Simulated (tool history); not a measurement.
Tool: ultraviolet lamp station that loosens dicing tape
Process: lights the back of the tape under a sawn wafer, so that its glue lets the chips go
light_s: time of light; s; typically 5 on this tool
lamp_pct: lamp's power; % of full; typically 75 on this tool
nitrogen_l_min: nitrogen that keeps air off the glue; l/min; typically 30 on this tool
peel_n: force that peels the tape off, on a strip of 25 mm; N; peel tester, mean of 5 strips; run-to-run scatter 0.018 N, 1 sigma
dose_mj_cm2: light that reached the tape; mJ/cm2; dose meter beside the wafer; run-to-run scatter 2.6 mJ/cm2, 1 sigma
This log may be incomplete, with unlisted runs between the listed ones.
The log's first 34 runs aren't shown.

run	day	light_s	lamp_pct	nitrogen_l_min	hours of work of the lamp	hours of work since the window was cleaned	peel_n	dose_mj_cm2
35	23.125	2	69	15	752	227	5.376	96
# day 23.412: window cleaned of glue's vapour
36	23.708	2	69	15	760	4	5.313	109
37	24.662	2	69	15	774	18	5.368	104
38	25.092	2	69	15	780	24	5.391	108
39	25.583	5	83	41	787	31	0.895	311
40	26.154	5	75	41	795	39	1.071	281
41	26.712	4	75	41	803	47	1.616	226
42	27.192	7	75	30	810	54	0.628	393
43	27.983	7	84	30	821	65	0.496	438

Predict each of these 4 candidate next runs independently; none follows another, all start after run 43:
A	28.408	5	70	30	827	71	?	?
B	28.408	7	84	38	827	71	?	?
C	28.408	7	84	29	827	71	?	?
D	28.408	6	60	14	827	71	?	?

run	peel_n	dose_mj_cm2
A	1.482	255
B	0.435	438
C	0.536	433
D	2.232	266
The same runs, with their run-to-run variation unchanged, on a tool lacking any hidden condition would have given:
run	peel_n	dose_mj_cm2
A	1.004	313
B	0.276	535
C	0.335	530
D	1.613	325

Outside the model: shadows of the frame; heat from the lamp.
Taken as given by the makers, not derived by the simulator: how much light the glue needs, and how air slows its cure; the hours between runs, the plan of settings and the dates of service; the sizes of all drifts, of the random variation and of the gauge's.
